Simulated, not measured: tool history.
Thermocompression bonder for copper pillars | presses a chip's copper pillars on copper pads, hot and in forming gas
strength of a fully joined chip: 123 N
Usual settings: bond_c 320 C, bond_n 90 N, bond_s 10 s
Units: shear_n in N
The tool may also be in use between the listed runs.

run	hour	bond_c	bond_n	bond_s	shear_n
1	0	320	90	10	64
2	12.7	343	90	10	75.9
3	31	320	90	10	63.8
4	48.3	320	90	10	63.1
5	67.3	320	90	10	63.1
6	78	320	90	10	63.3
7	90.8	320	90	9	61.1
8	106.4	320	90	9	61.1
9	119.6	320	90	12	66.9
10	129.6	314	90	10	59.8
11	145.7	314	90	10	58.9
12	159.7	320	90	10	61.5
13	168.5	320	90	10	61.8
14	181.3	320	90	10	60.9
# hour 198.9: forming gas filter changed
15	199.8	332	90	10	71.6
16	219.4	332	74	10	61.1
17	239.1	332	68	10	56.8
18	259.3	332	68	10	56.6
19	275.4	332	68	22	73.1
20	289.5	320	90	10	63.8
21	298	320	90	10	63.5
22	312.9	307	90	16	66
23	325.1	307	127	5	59.2
24	340.1	320	90	7	55.3
25	355.1	320	56	10	41.9
26	364	320	77	27	76
27	375.6	311	90	10	58.1
# hour 379.4: heater calibrated with a thermocouple chip
28	393.7	311	90	10	58.4
29	404.8	320	132	9	80
30	419.5	320	98	25	87.2
# hour 427: heater calibrated with a thermocouple chip, once more
31	431.4	299	93	12	54.3
32	443.4	299	93	12	54.3
# hour 460.1: forming gas filter changed
33	460.1	301	90	10	53.1
34	481	301	90	10	52.5
35	491.3	343	82	20	85.6
36	506.2	300	69	10	40.8
37	520.3	329	62	10	48.7
38	535.2	320	58	10	42.1
39	551.6	322	99	10	68

4 ways to go on from here, each from the tool as it stands after run 39. What would each give?
A	566.2	336	55	10	?
B	566.2	322	88	8	?
C	566.2	320	68	10	?
D	566.2	342	58	15	?

run	shear_n
A	46.3
B	57.1
C	48.8
D	59
Without the tool's hidden state the same runs would have given:
run	shear_n
A	48.1
B	59.3
C	50.8
D	61.3

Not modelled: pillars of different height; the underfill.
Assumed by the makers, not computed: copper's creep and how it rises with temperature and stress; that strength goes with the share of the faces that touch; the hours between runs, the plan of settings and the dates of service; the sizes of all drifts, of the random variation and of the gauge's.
